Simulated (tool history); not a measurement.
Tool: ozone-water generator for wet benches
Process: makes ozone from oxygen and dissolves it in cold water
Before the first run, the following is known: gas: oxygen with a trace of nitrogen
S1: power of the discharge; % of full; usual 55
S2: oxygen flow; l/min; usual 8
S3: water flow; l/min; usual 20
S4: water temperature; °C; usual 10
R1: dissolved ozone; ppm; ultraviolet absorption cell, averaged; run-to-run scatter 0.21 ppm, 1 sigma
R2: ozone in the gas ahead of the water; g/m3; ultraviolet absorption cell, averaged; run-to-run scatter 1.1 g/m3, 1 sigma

run 1 hour=0 | S1=55 S2=8 S3=20 S4=10 | R1=29.1 R2=179.3
run 2 hour=54.2 | S1=55 S2=8 S3=20 S4=10 | R1=29.3 R2=177.2
run 3 hour=116.6 | S1=55 S2=8 S3=22 S4=10 | R1=27 R2=178.9
run 4 hour=190.8 | S1=55 S2=8 S3=22 S4=10 | R1=26.9 R2=177.3
run 5 hour=294.4 | S1=55 S2=8 S3=20 S4=10 | R1=28.5 R2=177.9
run 6 hour=351.7 | S1=55 S2=8 S3=20 S4=14 | R1=26.8 R2=175.8
run 7 hour=401.9 | S1=47 S2=8 S3=20 S4=10 | R1=25.5 R2=160
run 8 hour=509.8 | S1=47 S2=8 S3=20 S4=10 | R1=25.7 R2=157.6
run 9 hour=595.6 | S1=47 S2=8 S3=20 S4=10 | R1=25.5 R2=157.9
run 10 hour=654.7 | S1=55 S2=8 S3=20 S4=5 | R1=31 R2=179.4
run 11 hour=760.6 | S1=55 S2=8 S3=31 S4=5 | R1=22.1 R2=176.5
run 12 hour=838.8 | S1=55 S2=8 S3=20 S4=10 | R1=28.7 R2=175.5
run 13 hour=916.4 | S1=55 S2=8 S3=20 S4=10 | R1=28.4 R2=176.6
run 14 hour=977.3 | S1=55 S2=8 S3=20 S4=10 | R1=28.6 R2=176.1
run 15 hour=1061.4 | S1=55 S2=8 S3=20 S4=10 | R1=28.4 R2=175.6
run 16 hour=1138.3 | S1=55 S2=8 S3=20 S4=17 | R1=25.4 R2=176.1
run 17 hour=1215.3 | S1=57 S2=8 S3=20 S4=6 | R1=30.7 R2=181.2
run 18 hour=1300.3 | S1=44 S2=5.22 S3=19 S4=10 | R1=24.7 R2=187.9
run 19 hour=1389.2 | S1=55 S2=5.52 S3=20 S4=5 | R1=29.4 R2=213
run 20 hour=1461.7 | S1=55 S2=5.52 S3=20 S4=5 | R1=29.2 R2=213.4
-- hour=1481.9 water thermometer calibrated
run 21 hour=1520.2 | S1=55 S2=5.52 S3=20 S4=5 | R1=29.9 R2=213.7
run 22 hour=1604.4 | S1=55 S2=5.52 S3=24 S4=5 | R1=25.3 R2=211.9
run 23 hour=1661.1 | S1=58 S2=7.68 S3=32 S4=5 | R1=21.9 R2=185.4
run 24 hour=1765.6 | S1=57 S2=7.68 S3=18 S4=5 | R1=33.2 R2=182.8
run 25 hour=1869.3 | S1=57 S2=7.68 S3=18 S4=5 | R1=33.6 R2=181
run 26 hour=1945.5 | S1=83 S2=8 S3=20 S4=7 | R1=39.3 R2=233.3
run 27 hour=2049.9 | S1=83 S2=8 S3=20 S4=7 | R1=39.2 R2=233.2
run 28 hour=2120.3 | S1=83 S2=8 S3=20 S4=7 | R1=38.9 R2=232
run 29 hour=2202.6 | S1=75 S2=8 S3=20 S4=6 | R1=36.7 R2=216.6
run 30 hour=2307.4 | S1=75 S2=8 S3=20 S4=6 | R1=36.7 R2=216.8
run 31 hour=2390.9 | S1=75 S2=8 S3=20 S4=6 | R1=36.3 R2=217.8
run 32 hour=2495.2 | S1=75 S2=8 S3=20 S4=6 | R1=36.6 R2=215.5

For some of the steps in R1 from one run to the next: how much would appear even if the tool had no hidden state, given the settings, what came in and random variation, and how much remains for the hidden state plus any gauge scatter that the measured result and the result without hidden state don't share?
Unlogged tool condition in this case: yield of the discharge, % of new electrodes'; contactor's efficiency, % of a clean one's; true water temperature over the reading, C; drift of the gauge itself on ozone_ppm, %; drift of the gauge itself on gas_g_m3, %.
Run 10 -> 11: S3 20 -> 31. R1 -8.9 ppm: hidden state +0.6, all else -9.5.
Run 11 -> 12: S3 31 -> 20, S4 5 -> 10. R1 +6.6 ppm: hidden state -0.5, all else +7.1.
Run 17 -> 18: S1 57 -> 44, S2 8 -> 5.22, S3 20 -> 19, S4 6 -> 10. R1 -6 ppm: hidden state +0.9, all else -6.9.
Run 23 -> 24: S1 58 -> 57, S3 32 -> 18. R1 +11.3 ppm: hidden state -1.1, all else +12.4.
Run 25 -> 26: S1 57 -> 83, S2 7.68 -> 8, S3 18 -> 20, S4 5 -> 7. R1 +5.7 ppm: hidden state -1.7, all else +7.4.
